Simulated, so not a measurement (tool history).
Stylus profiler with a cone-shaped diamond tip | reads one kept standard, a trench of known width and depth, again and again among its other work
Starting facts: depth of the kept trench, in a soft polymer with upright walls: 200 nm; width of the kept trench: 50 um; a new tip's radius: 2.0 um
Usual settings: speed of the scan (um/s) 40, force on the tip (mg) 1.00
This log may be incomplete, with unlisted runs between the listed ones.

run	hour	speed of the scan (um/s)	force on the tip (mg)	depth of the trench (Å)	width of the trench's floor (um)
1	0.0	40	1.00	2014.4	48.00
2	39.2	40	1.00	2013.8	48.06
3	82.6	40	1.00	2015.5	48.08
4	109.7	40	1.03	2016.4	47.99
5	140.5	40	1.03	2014.8	48.01
6	175.7	24	1.03	2014.7	48.13
7	202.8	40	1.00	2016.8	48.07
8	225.1	40	1.77	2021.6	48.10
9	263.7	21	3.00	2031.6	48.22
10	291.2	141	1.53	2021.3	47.74
11	318.2	94	1.75	2022.6	47.90
12	346.7	94	1.75	2022.9	47.92
13	378.8	20	0.86	2014.8	48.14

5 options for the next run, each taken on its own from the tool as it stands now. Forecast them:
A	428.0	11	0.58	?	?
B	428.0	40	2.80	?	?
C	428.0	35	1.67	?	?
D	428.0	40	2.14	?	?
E	428.0	18	2.49	?	?

run	depth of the trench (Å)	width of the trench's floor (um)
A	2011.1	48.17
B	2031.3	48.07
C	2020.3	48.12
D	2026.0	48.06
E	2028.7	48.20
Without the tool's hidden state the same runs would have given:
run	depth of the trench (Å)	width of the trench's floor (um)
A	2011.3	48.18
B	2031.5	48.08
C	2020.5	48.12
D	2026.2	48.07
E	2028.9	48.20

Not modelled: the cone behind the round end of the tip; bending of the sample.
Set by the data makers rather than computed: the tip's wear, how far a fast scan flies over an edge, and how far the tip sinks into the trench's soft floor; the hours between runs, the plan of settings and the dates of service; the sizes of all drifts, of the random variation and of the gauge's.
